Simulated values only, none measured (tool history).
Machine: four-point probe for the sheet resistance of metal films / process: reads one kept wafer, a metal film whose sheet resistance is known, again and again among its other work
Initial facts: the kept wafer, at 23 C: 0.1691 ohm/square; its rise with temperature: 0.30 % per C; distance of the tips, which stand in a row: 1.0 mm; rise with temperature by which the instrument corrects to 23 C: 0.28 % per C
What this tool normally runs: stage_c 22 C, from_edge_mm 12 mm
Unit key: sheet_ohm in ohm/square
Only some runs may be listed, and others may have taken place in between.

run	hour	stage_c	from_edge_mm	sheet_ohm
1	0	22	12	0.170372
2	7.6	22	12	0.170371
3	17.2	22	12	0.170355
4	24	22	12	0.170397
5	37.3	22	12	0.170412
6	50.4	22	6	0.172248
7	61.8	22	6	0.172231
8	68.5	22	6	0.172262
9	83.2	22	6	0.172307
10	94.6	22	12	0.17043
11	107.7	22	12	0.170399
12	116.5	22	12	0.170398
13	126.2	22	12	0.170337
14	133.5	22	12	0.170409
15	146.3	22	16	0.170089
16	160.3	23	12	0.170448
17	173.6	27	4	0.175468
18	186.9	27	4	0.175494
19	197.6	19	4	0.175164
20	213.2	19	4	0.175111
21	224.9	27	69	0.170033
22	239.2	27	16	0.170343
23	251	22	5	0.17337
24	261.2	22	5	0.173335
25	271.4	29	12	0.17071

The next listed run, before its measurement:
26	284	22	74	?

sheet_ohm: 0.169868 ohm/square
Had the tool carried no hidden state, the very same run would have given sheet_ohm 0.169126 ohm/square.
